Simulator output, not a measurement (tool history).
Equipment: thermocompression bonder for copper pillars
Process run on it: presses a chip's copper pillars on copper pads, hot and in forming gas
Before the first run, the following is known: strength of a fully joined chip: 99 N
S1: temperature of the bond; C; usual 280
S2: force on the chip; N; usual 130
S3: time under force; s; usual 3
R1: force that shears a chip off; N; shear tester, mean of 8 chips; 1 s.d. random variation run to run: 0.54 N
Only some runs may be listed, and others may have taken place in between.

run	hour	S1	S2	S3	R1
1	0	280	130	3	44.2
2	34.2	280	130	3	44.3
3	50.5	280	130	3	48.8
4	76.2	280	130	3	50.1
5	98.6	280	130	3	48.5
6	119	280	130	3	51.2
7	146.2	257	130	3	42.6
8	178.9	257	130	3	42.1
9	212.6	280	130	3	49.8
10	236.5	281	92	4	45.9
11	265.6	281	92	4	45.1
12	288.7	295	146	2	51
13	307.5	303	113	2	39.5
14	334.4	268	115	4	37.2
15	367.6	280	179	5	57.8
16	396.1	280	130	3	41.3
17	410.4	280	130	6	50
18	439.9	280	130	5	54.1

Withheld: 4 entries from between the runs. Position of each, and hidden state at the listed run before versus the listed run after:
Logged between run 2 and run 3: forming gas filter changed (hour 42.3)
  true temperature of the bond over the reading, C: 13.2 -> 13.3; oxide that the forming gas leaves, % of the face: 12.22 -> 0.85
  what was measured, less what the result would be without the hidden state, R1: -0.8 -> +4.9 N
Logged between run 5 and run 6: heater calibrated with a thermocouple chip (hour 110.5)
  true temperature of the bond over the reading, C: 13.7 -> 20.6; oxide that the forming gas leaves, % of the face: 2.4 -> 3.01
  what was measured, less what the result would be without the hidden state, R1: +4.3 -> +6.6 N
Logged between run 12 and run 13: heater calibrated with a thermocouple chip, once more (hour 302)
  true temperature of the bond over the reading, C: 22.1 -> -0.1; oxide that the forming gas leaves, % of the face: 8.52 -> 9.05
  what was measured, less what the result would be without the hidden state, R1: +3.9 -> -3.5 N
Logged between run 17 and run 18: forming gas filter changed (hour 412.7)
  true temperature of the bond over the reading, C: 0.8 -> 1.1; force that reaches the chip, % of what is set: 100.7 -> 100.8; oxide that the forming gas leaves, % of the face: 12.38 -> 1.46
  what was measured, less what the result would be without the hidden state, R1: -6.3 -> +0.2 N

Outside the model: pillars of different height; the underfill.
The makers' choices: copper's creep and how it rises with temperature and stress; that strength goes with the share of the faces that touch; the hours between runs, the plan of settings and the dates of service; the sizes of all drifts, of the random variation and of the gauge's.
